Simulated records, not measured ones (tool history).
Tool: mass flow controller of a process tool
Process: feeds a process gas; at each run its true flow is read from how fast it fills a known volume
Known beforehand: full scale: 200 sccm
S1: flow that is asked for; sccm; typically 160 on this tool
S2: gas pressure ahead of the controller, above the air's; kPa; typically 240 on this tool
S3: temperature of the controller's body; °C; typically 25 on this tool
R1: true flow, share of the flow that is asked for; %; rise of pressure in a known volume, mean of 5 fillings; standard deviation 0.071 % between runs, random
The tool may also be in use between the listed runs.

run,hour,S1,S2,S3,R1
1,0,160,240,25,99.37
2,219.4,160,240,25,99.39
3,372.2,160,240,25,99.24
4,554,160,240,25,99.26
5,687.6,160,240,25,99.29
6,942.3,160,240,25,99.26
7,1185,160,240,28,99.1
8,1356.4,160,240,28,98.95
9,1565.2,160,240,28,99.01
10,1785.4,160,240,28,99.02
11,2015.9,160,240,28,99.03
12,2135.9,160,240,28,98.85
13,2295.4,160,240,25,99.01
14,2469.6,160,156,25,98.79
15,2624.7,160,240,25,99.06
16,2733.9,160,240,25,98.96
17,2916,160,240,25,99.03
18,3098,160,240,25,98.96
19,3236.9,160,240,25,98.8
20,3428.1,160,155,25,98.54
21,3537.6,160,155,25,98.57
22,3725.9,160,240,25,98.94
23,3960.5,160,240,25,98.75
24,4184.1,160,240,25,98.75
25,4369.5,93,245,23,97.47
26,4626.7,93,245,23,97.52
27,4817.8,93,245,23,97.36
28,4983.2,103,262,29,97.46
29,5138,103,262,25,97.73
30,5382.8,103,262,25,97.34
31,5606.7,103,166,25,97.03
32,5853.6,47,160,38,94.53
33,6034.8,54,166,36,94.83
34,6149.1,54,166,36,94.85
35,6415.8,54,166,36,94.72
36,6560.9,77,145,36,95.74
37,6756.1,77,145,39,95.56
38,6869.8,160,240,24,98.34
39,7052.4,160,223,24,98.48
40,7196.9,41,200,36,93.71
41,7354.4,31,170,28,92.87
42,7600.6,151,185,37,97.32
43,7773.2,67,191,29,95.42
44,8037.3,67,191,29,95.41
45,8217.6,67,191,29,95.27
46,8418,55,191,32,94.62
47,8577.4,71,205,37,95.05

Branching from run 47: 5 alternative next runs. What would each branch give?
A,8748.6,160,207,22,?
B,8748.6,41,240,25,?
C,8748.6,71,252,37,?
D,8748.6,71,199,26,?
E,8748.6,82,182,29,?

run,R1
A,98.06
B,93.77
C,95.11
D,95.52
E,95.72
With the hidden condition removed and each run's random variation left untouched, the same runs would have given:
run,R1
A,99.49
B,97.67
C,97.6
D,98.01
E,97.96
